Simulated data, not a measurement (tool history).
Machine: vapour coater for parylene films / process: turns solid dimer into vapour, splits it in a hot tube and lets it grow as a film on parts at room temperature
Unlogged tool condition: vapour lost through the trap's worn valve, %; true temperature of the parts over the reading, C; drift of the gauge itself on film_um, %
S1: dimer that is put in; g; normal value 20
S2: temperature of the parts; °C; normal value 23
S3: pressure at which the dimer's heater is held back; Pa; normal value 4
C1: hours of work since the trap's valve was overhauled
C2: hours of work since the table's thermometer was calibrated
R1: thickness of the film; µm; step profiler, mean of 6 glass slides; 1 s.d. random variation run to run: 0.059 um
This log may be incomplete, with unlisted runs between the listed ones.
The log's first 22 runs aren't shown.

{"run": 23, "hour": 588.4, "S1": 18, "S2": 23, "S3": 3.56, "C1": 186, "C2": 856, "R1": 6.27}
{"run": 24, "hour": 621.8, "S1": 18, "S2": 18, "S3": 8.45, "C1": 211, "C2": 882, "R1": 6.61}
{"run": 25, "hour": 653.2, "S1": 14, "S2": 29, "S3": 3.94, "C1": 235, "C2": 906, "R1": 4.25}
{"run": 26, "hour": 688.1, "S1": 13, "S2": 19, "S3": 4.26, "C1": 261, "C2": 932, "R1": 4.86}
{"hour": 696.0, "done": "trap's valve overhauled"}
{"run": 27, "hour": 716.3, "S1": 10, "S2": 35, "S3": 6.31, "C1": 15, "C2": 951, "R1": 2.58}
{"run": 28, "hour": 733.7, "S1": 10, "S2": 35, "S3": 6.31, "C1": 29, "C2": 964, "R1": 2.65}
{"run": 29, "hour": 760.0, "S1": 21, "S2": 35, "S3": 6.31, "C1": 49, "C2": 984, "R1": 5.42}
{"run": 30, "hour": 783.2, "S1": 21, "S2": 31, "S3": 6.31, "C1": 66, "C2": 1001, "R1": 5.9}
{"run": 31, "hour": 802.3, "S1": 21, "S2": 31, "S3": 6.31, "C1": 81, "C2": 1016, "R1": 5.93}
{"run": 32, "hour": 824.5, "S1": 21, "S2": 31, "S3": 6.31, "C1": 98, "C2": 1033, "R1": 5.86}
{"run": 33, "hour": 842.0, "S1": 21, "S2": 31, "S3": 6.31, "C1": 111, "C2": 1046, "R1": 5.93}
{"hour": 855.2, "done": "table's thermometer calibrated"}
{"run": 34, "hour": 871.1, "S1": 21, "S2": 31, "S3": 6.31, "C1": 132, "C2": 12, "R1": 5.96}
{"run": 35, "hour": 885.9, "S1": 11, "S2": 17, "S3": 5.63, "C1": 143, "C2": 23, "R1": 4.22}
{"run": 36, "hour": 919.6, "S1": 17, "S2": 25, "S3": 7.31, "C1": 169, "C2": 49, "R1": 5.38}
{"run": 37, "hour": 934.3, "S1": 17, "S2": 25, "S3": 7.31, "C1": 180, "C2": 60, "R1": 5.46}
{"run": 38, "hour": 968.2, "S1": 20, "S2": 33, "S3": 10.46, "C1": 206, "C2": 86, "R1": 5.26}
{"run": 39, "hour": 986.3, "S1": 15, "S2": 23, "S3": 5.23, "C1": 220, "C2": 100, "R1": 4.98}

Forecast each of these 5 alternatives for the next run:
{"run": "A", "hour": 1012.7, "S1": 16, "S2": 23, "S3": 6.97, "C1": 240, "C2": 120, "R1": "?"}
{"run": "B", "hour": 1012.7, "S1": 15, "S2": 20, "S3": 4.38, "C1": 240, "C2": 120, "R1": "?"}
{"run": "C", "hour": 1012.7, "S1": 20, "S2": 23, "S3": 6.38, "C1": 240, "C2": 120, "R1": "?"}
{"run": "D", "hour": 1012.7, "S1": 20, "S2": 23, "S3": 4.54, "C1": 240, "C2": 120, "R1": "?"}
{"run": "E", "hour": 1012.7, "S1": 20, "S2": 23, "S3": 2.62, "C1": 240, "C2": 120, "R1": "?"}

run=A R1=5.27
run=B R1=5.49
run=C R1=6.7
run=D R1=6.84
run=E R1=7.09
The same runs, with their run-to-run variation unchanged, on a tool lacking any hidden condition would have given:
run=A R1=5.29
run=B R1=5.51
run=C R1=6.73
run=D R1=6.87
run=E R1=7.12
